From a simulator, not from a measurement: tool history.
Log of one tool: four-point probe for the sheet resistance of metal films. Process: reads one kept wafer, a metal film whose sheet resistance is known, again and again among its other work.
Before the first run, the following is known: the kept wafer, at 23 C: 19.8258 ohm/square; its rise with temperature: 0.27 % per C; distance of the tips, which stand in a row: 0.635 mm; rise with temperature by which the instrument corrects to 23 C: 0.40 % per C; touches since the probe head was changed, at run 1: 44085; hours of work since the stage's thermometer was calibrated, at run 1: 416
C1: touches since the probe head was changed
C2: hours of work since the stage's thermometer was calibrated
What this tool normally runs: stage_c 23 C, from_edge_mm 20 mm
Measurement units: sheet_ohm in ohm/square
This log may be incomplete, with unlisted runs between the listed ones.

Run 1, hour 0: usual settings; C1 44085; C2 416. Result: sheet_ohm 19.999645 ohm/square.
Run 2, hour 77.9: usual settings; C1 46120; C2 462. Result: sheet_ohm 19.994896 ohm/square.
Run 3, hour 190.3: usual settings but from_edge_mm 33 mm; C1 49061; C2 530. Result: sheet_ohm 19.997481 ohm/square.
Run 4, hour 294.4: usual settings but from_edge_mm 39 mm; C1 51782; C2 592. Result: sheet_ohm 20.005034 ohm/square.
Run 5, hour 369.9: usual settings but from_edge_mm 39 mm; C1 53755; C2 637. Result: sheet_ohm 20.003201 ohm/square.
Run 6, hour 457.1: usual settings but stage_c 21 C, from_edge_mm 39 mm; C1 56036; C2 689. Result: sheet_ohm 20.059396 ohm/square.
Run 7, hour 531.7: usual settings but stage_c 21 C, from_edge_mm 39 mm; C1 57986; C2 734. Result: sheet_ohm 20.068346 ohm/square.
Run 8, hour 604.8: usual settings but stage_c 21 C, from_edge_mm 39 mm; C1 59898; C2 778. Result: sheet_ohm 20.076013 ohm/square.
Run 9, hour 704.2: usual settings but from_edge_mm 39 mm; C1 62497; C2 837. Result: sheet_ohm 20.018126 ohm/square.
Run 10, hour 789.9: usual settings but from_edge_mm 39 mm; C1 64736; C2 889. Result: sheet_ohm 20.02894 ohm/square.
Run 11, hour 899.1: usual settings but stage_c 19 C; C1 67592; C2 954. Result: sheet_ohm 20.151276 ohm/square.
Run 12, hour 966.4: usual settings but from_edge_mm 37 mm; C1 69350; C2 994. Result: sheet_ohm 20.040124 ohm/square.
Run 13, hour 1031.6: usual settings; C1 71056; C2 1034. Result: sheet_ohm 20.045496 ohm/square.
Run 14, hour 1118.8: usual settings; C1 73335; C2 1086. Result: sheet_ohm 20.051493 ohm/square.
Run 15, hour 1185.6: usual settings but from_edge_mm 15 mm; C1 75081; C2 1126. Result: sheet_ohm 20.061206 ohm/square.
Run 16, hour 1277.3: usual settings but from_edge_mm 15 mm; C1 77481; C2 1181. Result: sheet_ohm 20.061402 ohm/square.
Run 17, hour 1376.7: usual settings but stage_c 33 C; C1 80079; C2 1240. Result: sheet_ohm 19.808149 ohm/square.
Run 18, hour 1430.8: usual settings; C1 81493; C2 1273. Result: sheet_ohm 20.066828 ohm/square.
Run 19, hour 1518.9: usual settings but from_edge_mm 10 mm; C1 83797; C2 1325. Result: sheet_ohm 20.092502 ohm/square.
Run 20, hour 1595.6: usual settings but from_edge_mm 23 mm; C1 85803; C2 1371. Result: sheet_ohm 20.076215 ohm/square.
Run 21, hour 1690.4: usual settings but from_edge_mm 23 mm; C1 88280; C2 1428. Result: sheet_ohm 20.082043 ohm/square.
Run 22, hour 1812.2: usual settings but from_edge_mm 23 mm; C1 91464; C2 1501. Result: sheet_ohm 20.085044 ohm/square.
At hour 1921.5: stage's thermometer calibrated.
Run 23, hour 1937.5: usual settings; C1 94727; C2 10. Result: sheet_ohm 20.083531 ohm/square.
Run 24, hour 2032.1: usual settings; C1 97200; C2 66. Result: sheet_ohm 20.08328 ohm/square.
Run 25, hour 2101.1: usual settings; C1 99005; C2 108. Result: sheet_ohm 20.09344 ohm/square.
Run 26, hour 2209.6: usual settings but stage_c 35 C, from_edge_mm 45 mm; C1 101842; C2 173. Result: sheet_ohm 19.780107 ohm/square.
Run 27, hour 2275.3: usual settings but stage_c 22 C, from_edge_mm 16 mm; C1 103558; C2 212. Result: sheet_ohm 20.130673 ohm/square.
Run 28, hour 2340.7: usual settings but stage_c 29 C, from_edge_mm 51 mm; C1 105270; C2 251. Result: sheet_ohm 19.933779 ohm/square.
Run 29, hour 2392.9: usual settings but stage_c 26 C, from_edge_mm 7 mm; C1 106633; C2 282. Result: sheet_ohm 20.10482 ohm/square.
Run 30, hour 2501: usual settings but stage_c 31 C, from_edge_mm 4 mm; C1 109460; C2 347. Result: sheet_ohm 20.159037 ohm/square.
Run 31, hour 2562.1: usual settings but stage_c 31 C, from_edge_mm 4 mm; C1 111057; C2 384. Result: sheet_ohm 20.166346 ohm/square.
Run 32, hour 2612.5: usual settings but stage_c 31 C, from_edge_mm 4 mm; C1 112374; C2 414. Result: sheet_ohm 20.15727 ohm/square.
At hour 2629.5: new probe head fitted.
Run 33, hour 2670.8: usual settings but stage_c 33 C; C1 1079; C2 448. Result: sheet_ohm 19.529644 ohm/square.
Run 34, hour 2782.6: usual settings but stage_c 24 C, from_edge_mm 4 mm; C1 4003; C2 515. Result: sheet_ohm 20.016181 ohm/square.
Run 35, hour 2881.5: usual settings but stage_c 28 C; C1 6587; C2 574. Result: sheet_ohm 19.665316 ohm/square.
Run 36, hour 2997.3: usual settings but stage_c 18 C, from_edge_mm 26 mm; C1 9614; C2 644. Result: sheet_ohm 19.922978 ohm/square.
Run 37, hour 3091.1: usual settings but stage_c 19 C, from_edge_mm 26 mm; C1 12068; C2 700. Result: sheet_ohm 19.905314 ohm/square.
Run 38, hour 3178.8: usual settings but stage_c 24 C, from_edge_mm 18 mm; C1 14359; C2 752. Result: sheet_ohm 19.784935 ohm/square.
Run 39, hour 3279.6: usual settings but stage_c 30 C, from_edge_mm 75 mm; C1 16997; C2 813. Result: sheet_ohm 19.622278 ohm/square.
Run 40, hour 3366.7: usual settings but stage_c 30 C, from_edge_mm 67 mm; C1 19273; C2 865. Result: sheet_ohm 19.623241 ohm/square.
Run 41, hour 3455.7: usual settings but stage_c 30 C, from_edge_mm 4 mm; C1 21600; C2 918. Result: sheet_ohm 19.892472 ohm/square.
Run 42, hour 3572: usual settings but stage_c 31 C, from_edge_mm 6 mm; C1 24642; C2 988. Result: sheet_ohm 19.729147 ohm/square.
Run 43, hour 3642.6: usual settings but stage_c 30 C, from_edge_mm 44 mm; C1 26486; C2 1030. Result: sheet_ohm 19.640769 ohm/square.
Run 44, hour 3698.7: usual settings but stage_c 22 C, from_edge_mm 5 mm; C1 27954; C2 1064. Result: sheet_ohm 20.018981 ohm/square.
Run 45, hour 3808.2: usual settings but stage_c 24 C, from_edge_mm 35 mm; C1 30816; C2 1129. Result: sheet_ohm 19.802197 ohm/square.

For each entry between runs, how does the tool's hidden state at the last listed run before it compare with that at the first listed run after it?
Logged between run 22 and run 23: stage's thermometer calibrated (hour 1921.5)
  inner tips' distance over the nominal, %: 1.11 -> 1.136; tips' flats over new ones', %: 115 -> 119; wafer's true temperature over the reading, C: 0.17 -> 0.03
  measured value less the no-hidden-state value, sheet_ohm: +0.247687 -> +0.24573 ohm/square
Logged between run 32 and run 33: new probe head fitted (hour 2629.5)
  inner tips' distance over the nominal, %: 1.275 -> -0.282; tips' flats over new ones', %: 141 -> 1; wafer's true temperature over the reading, C: 0.07 -> 0.08
  measured value less the no-hidden-state value, sheet_ohm: +0.278333 -> -0.055688 ohm/square

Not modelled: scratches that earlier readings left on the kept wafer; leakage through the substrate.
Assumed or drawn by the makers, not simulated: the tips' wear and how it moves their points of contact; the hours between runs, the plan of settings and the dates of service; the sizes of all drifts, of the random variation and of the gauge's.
